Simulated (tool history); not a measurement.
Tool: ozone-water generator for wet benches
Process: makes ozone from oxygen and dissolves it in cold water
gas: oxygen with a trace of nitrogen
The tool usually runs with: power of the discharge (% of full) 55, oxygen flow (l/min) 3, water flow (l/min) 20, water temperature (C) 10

run	hour	power of the discharge (% of full)	oxygen flow (l/min)	water flow (l/min)	water temperature (C)	dissolved ozone (ppm)	ozone in the gas ahead of the water (g/m3)
1	0	55	3	20	10	11.3	185.4
2	105.2	55	3	20	10	11	183.5
3	169.9	55	3	20	10	11.2	181.5
4	225.6	55	3	20	10	11	183.8
5	279.8	55	3	20	10	11.2	183.4
6	387	55	3	20	10	11.1	183.3
7	455.3	55	3	14	10	16.6	183.2
8	554.1	55	3	14	10	16.4	181.5
9	673.9	55	3	23	10	9.1	180.1
10	740.9	55	3	20	10	11	181
11	827.8	55	3	20	10	10.7	181
12	935.5	55	3	14	10	16.5	178.5
13	1036.6	55	3	14	10	16.4	178.3
14	1103.3	59	3	20	10	10.8	184.1
15	1185.3	45	3	20	10	9.7	162.3
16	1241.6	55	2.25	20	10	9.6	201.3
17	1325.3	100	3	20	6	14.6	238
18	1413.5	55	3	13	10	17.5	175.6
19	1497.9	55	3	13	10	17.3	177.1
20	1595.6	55	3.69	20	10	11.1	161.1
21	1675.4	42	3.8	18	14	10.8	139
22	1779.9	55	3.46	20	10	10.8	165.6
23	1839.3	82	1.62	25	10	7.3	272.4
# hour 1898.9: contactor cleaned
24	1918.1	82	1.62	25	10	7.3	271.3
25	2005.6	82	1.62	25	10	7.5	269
26	2068.9	75	3	20	10	12.2	199.8
27	2182.6	55	4.62	30	10	7.1	143
28	2303.4	55	3	15	10	14.6	172.5
29	2410.5	55	2.79	13	10	16.9	175.9
30	2517	55	2.79	13	10	16.8	175.8
31	2586.7	55	2.79	13	10	16.9	174.2
32	2661.9	97	2.79	13	8	22.4	226.3

Branching from run 32: 5 alternative next runs. What would each branch give?
A	2722.4	97	2.79	13	15	?	?
B	2722.4	43	2.79	13	9	?	?
C	2722.4	52	2.79	14	8	?	?
D	2722.4	55	2.86	22	10	?	?
E	2722.4	77	2.79	13	16	?	?

run	dissolved ozone (ppm)	ozone in the gas ahead of the water (g/m3)
A	20.6	226.3
B	15	156.6
C	15.4	171.3
D	8.9	173.4
E	18	204.2
The same runs, with their run-to-run variation unchanged, on a tool lacking any hidden condition would have given:
run	dissolved ozone (ppm)	ozone in the gas ahead of the water (g/m3)
A	26.5	286.3
B	17.8	182.4
C	18.6	203.4
D	10.9	207
E	22.6	252.3
